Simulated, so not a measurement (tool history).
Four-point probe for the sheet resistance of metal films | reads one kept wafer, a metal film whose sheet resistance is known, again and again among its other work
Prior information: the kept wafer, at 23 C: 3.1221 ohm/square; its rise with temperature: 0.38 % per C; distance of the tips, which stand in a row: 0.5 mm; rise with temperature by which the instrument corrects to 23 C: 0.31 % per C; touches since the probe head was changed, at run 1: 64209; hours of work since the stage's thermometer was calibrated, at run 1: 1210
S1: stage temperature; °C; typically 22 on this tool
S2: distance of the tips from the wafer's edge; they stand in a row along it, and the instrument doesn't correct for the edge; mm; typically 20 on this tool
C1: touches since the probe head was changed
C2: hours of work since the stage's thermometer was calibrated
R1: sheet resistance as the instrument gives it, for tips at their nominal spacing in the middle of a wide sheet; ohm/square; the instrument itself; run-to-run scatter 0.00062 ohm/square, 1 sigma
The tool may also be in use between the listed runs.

Run 1, hour 0: usual settings; C1 64209; C2 1210. Result: R1 3.119832 ohm/square.
Run 2, hour 36.9: usual settings; C1 65952; C2 1237. Result: R1 3.120105 ohm/square.
Run 3, hour 75.7: usual settings; C1 67783; C2 1266. Result: R1 3.120664 ohm/square.
Run 4, hour 114.9: usual settings; C1 69632; C2 1294. Result: R1 3.119917 ohm/square.
Run 5, hour 140.8: usual settings but S1 19 °C; C1 70859; C2 1314. Result: R1 3.113848 ohm/square.
Run 6, hour 160.9: usual settings but S1 19 °C; C1 71807; C2 1328. Result: R1 3.112972 ohm/square.
Run 7, hour 192.5: usual settings but S1 19 °C; C1 73299; C2 1352. Result: R1 3.112358 ohm/square.
Run 8, hour 217.8: usual settings; C1 74492; C2 1370. Result: R1 3.120406 ohm/square.
Run 9, hour 243.3: usual settings but S1 23 °C; C1 75694; C2 1389. Result: R1 3.122556 ohm/square.
Run 10, hour 273.7: usual settings but S1 23 °C; C1 77132; C2 1411. Result: R1 3.12249 ohm/square.
Run 11, hour 302.3: usual settings; C1 78480; C2 1433. Result: R1 3.120798 ohm/square.
Run 12, hour 318.4: usual settings; C1 79242; C2 1444. Result: R1 3.120516 ohm/square.
At hour 336.5: stage's thermometer calibrated.
Run 13, hour 356: usual settings but S1 18 °C, S2 5 mm; C1 80992; C2 14. Result: R1 3.127108 ohm/square.
Run 14, hour 382: usual settings but S1 18 °C, S2 5 mm; C1 82222; C2 34. Result: R1 3.126641 ohm/square.
Run 15, hour 408.2: usual settings but S1 18 °C, S2 5 mm; C1 83459; C2 53. Result: R1 3.12636 ohm/square.
Run 16, hour 440.7: usual settings but S1 25 °C, S2 5 mm; C1 84991; C2 77. Result: R1 3.142864 ohm/square.
Run 17, hour 471.1: usual settings but S1 25 °C, S2 5 mm; C1 86427; C2 99. Result: R1 3.142265 ohm/square.

Run 18, settings as shown, results not yet in. Your forecast:
Run 18, hour 503.4: usual settings but S1 25 °C, S2 5 mm; C1 87953; C2 123. Result: R1 ?.

{"run 18": {"R1": 3.142551}}
With no hidden state in the tool, this same run would have given R1 3.143207 ohm/square.
